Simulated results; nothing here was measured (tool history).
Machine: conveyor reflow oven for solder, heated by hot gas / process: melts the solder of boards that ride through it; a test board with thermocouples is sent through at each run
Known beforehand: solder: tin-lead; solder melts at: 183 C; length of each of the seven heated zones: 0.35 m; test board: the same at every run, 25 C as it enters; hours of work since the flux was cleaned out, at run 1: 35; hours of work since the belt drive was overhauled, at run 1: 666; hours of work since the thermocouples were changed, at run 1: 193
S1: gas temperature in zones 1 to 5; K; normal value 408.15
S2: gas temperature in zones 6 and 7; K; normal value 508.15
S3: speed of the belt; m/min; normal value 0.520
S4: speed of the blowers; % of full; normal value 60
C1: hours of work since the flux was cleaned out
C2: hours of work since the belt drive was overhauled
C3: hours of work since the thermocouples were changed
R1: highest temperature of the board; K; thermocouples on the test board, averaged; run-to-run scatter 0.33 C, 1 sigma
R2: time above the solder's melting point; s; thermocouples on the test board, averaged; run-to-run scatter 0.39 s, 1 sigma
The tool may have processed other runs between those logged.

Run 1, hour 0.0: usual settings; C1 35; C2 666; C3 193. Result: R1 486.35 K, R2 55.7 s.
Run 2, hour 45.5: usual settings; C1 67; C2 698; C3 224. Result: R1 486.45 K, R2 54.2 s.
Run 3, hour 128.9: usual settings; C1 125; C2 756; C3 283. Result: R1 485.25 K, R2 54.6 s.
At hour 181.5: flux residue cleaned out of gas plates and filters.
Run 4, hour 182.5: usual settings; C1 1; C2 790; C3 316. Result: R1 487.75 K, R2 56.3 s.
Run 5, hour 227.3: usual settings; C1 32; C2 821; C3 348. Result: R1 487.35 K, R2 56.0 s.
Run 6, hour 294.1: usual settings; C1 79; C2 868; C3 394. Result: R1 486.95 K, R2 55.6 s.
Run 7, hour 388.4: usual settings but S3 0.507 m/min; C1 144; C2 934; C3 460. Result: R1 486.55 K, R2 57.7 s.
At hour 418.2: flux residue cleaned out of gas plates and filters.
Run 8, hour 446.4: usual settings but S3 0.507 m/min; C1 20; C2 970; C3 497. Result: R1 488.45 K, R2 59.8 s.
Run 9, hour 520.2: usual settings but S3 0.507 m/min; C1 71; C2 1022; C3 548. Result: R1 488.15 K, R2 58.8 s.
At hour 533.5: thermocouples of zones 6 and 7 changed.
Run 10, hour 577.3: usual settings but S3 0.507 m/min; C1 110; C2 1060; C3 31. Result: R1 485.75 K, R2 56.3 s.
Run 11, hour 622.7: usual settings but S3 0.507 m/min; C1 141; C2 1092; C3 62. Result: R1 485.25 K, R2 56.0 s.
At hour 654.2: flux residue cleaned out of gas plates and filters.
Run 12, hour 694.9: usual settings; C1 28; C2 1139; C3 109. Result: R1 486.25 K, R2 56.0 s.
At hour 755.8: belt drive overhauled, speed set with a stopwatch.
Run 13, hour 771.8: usual settings; C1 79; C2 11; C3 160. Result: R1 483.95 K, R2 52.9 s.
Run 14, hour 846.2: usual settings; C1 131; C2 63; C3 212. Result: R1 484.05 K, R2 52.8 s.
At hour 894.3: flux residue cleaned out of gas plates and filters.
Run 15, hour 927.3: usual settings; C1 23; C2 116; C3 265. Result: R1 486.75 K, R2 54.1 s.
Run 16, hour 1016.7: usual settings but S3 0.521 m/min, S4 51 % of full; C1 85; C2 178; C3 327. Result: R1 481.55 K, R2 48.9 s.
Run 17, hour 1070.7: usual settings but S1 411.15 K; C1 123; C2 216; C3 365. Result: R1 485.35 K, R2 54.6 s.
At hour 1129.5: flux residue cleaned out of gas plates and filters.
Run 18, hour 1132.5: usual settings but S1 411.15 K, S4 64 % of full; C1 2; C2 256; C3 404. Result: R1 488.15 K, R2 58.5 s.
Run 19, hour 1217.2: usual settings but S2 509.15 K, S3 0.555 m/min, S4 80 % of full; C1 61; C2 315; C3 463. Result: R1 489.25 K, R2 55.0 s.
Run 20, hour 1296.2: usual settings but S1 394.15 K, S2 509.15 K, S3 0.461 m/min, S4 85 % of full; C1 116; C2 370; C3 519. Result: R1 494.65 K, R2 66.0 s.
At hour 1351.7: thermocouples of zones 6 and 7 changed.
At hour 1364.7: flux residue cleaned out of gas plates and filters.
Run 21, hour 1394.3: usual settings but S2 505.15 K, S3 0.619 m/min, S4 77 % of full; C1 21; C2 433; C3 26. Result: R1 482.25 K, R2 42.2 s.
Run 22, hour 1489.1: usual settings but S2 507.15 K, S4 78 % of full; C1 87; C2 499; C3 92. Result: R1 489.05 K, R2 58.8 s.
Run 23, hour 1547.0: usual settings but S2 507.15 K, S4 75 % of full; C1 127; C2 540; C3 133. Result: R1 488.25 K, R2 58.2 s.
At hour 1596.5: flux residue cleaned out of gas plates and filters.
Run 24, hour 1609.3: usual settings but S1 397.15 K, S2 509.15 K, S3 0.618 m/min, S4 80 % of full; C1 9; C2 580; C3 173. Result: R1 484.35 K, R2 41.9 s.
Run 25, hour 1661.5: usual settings but S1 397.15 K, S2 505.15 K, S3 0.618 m/min, S4 75 % of full; C1 45; C2 616; C3 209. Result: R1 478.95 K, R2 36.0 s.
Run 26, hour 1709.4: usual settings but S1 420.15 K, S2 522.15 K, S3 0.559 m/min, S4 57 % of full; C1 79; C2 649; C3 242. Result: R1 495.45 K, R2 63.6 s.
Run 27, hour 1794.3: usual settings but S2 522.15 K, S3 0.431 m/min; C1 138; C2 709; C3 302. Result: R1 503.55 K, R2 82.6 s.
At hour 1831.6: flux residue cleaned out of gas plates and filters.
Run 28, hour 1885.0: usual settings but S2 517.15 K, S3 0.431 m/min, S4 80 % of full; C1 37; C2 768; C3 361. Result: R1 505.35 K, R2 86.4 s.
Run 29, hour 1977.4: usual settings but S2 517.15 K, S3 0.431 m/min, S4 68 % of full; C1 102; C2 833; C3 426. Result: R1 502.15 K, R2 83.1 s.
Run 30, hour 2025.1: usual settings but S2 520.15 K, S3 0.573 m/min, S4 56 % of full; C1 135; C2 866; C3 459. Result: R1 489.55 K, R2 52.6 s.

What if the next run were any one of these 3? Each begins from the tool's condition after run 30:
At hour 2067.4: flux residue cleaned out of gas plates and filters.
Run A, hour 2091.6: usual settings but S2 502.15 K, S4 66 % of full; C1 17; C2 909; C3 502. Result: R1 ?, R2 ?.
At hour 2067.4: flux residue cleaned out of gas plates and filters.
Run B, hour 2091.6: usual settings but S4 54 % of full; C1 17; C2 909; C3 502. Result: R1 ?, R2 ?.
At hour 2067.4: flux residue cleaned out of gas plates and filters.
Run C, hour 2091.6: usual settings but S2 512.15 K, S3 0.564 m/min, S4 74 % of full; C1 17; C2 909; C3 502. Result: R1 ?, R2 ?.

run      R1    R2
  A  484.05  53.9
  B  484.85  54.6
  C  492.25  55.4
Without the tool's unlogged condition, the same runs would have read:
run      R1    R2
  A  482.85  51.5
  B  483.55  52.1
  C  491.05  53.3
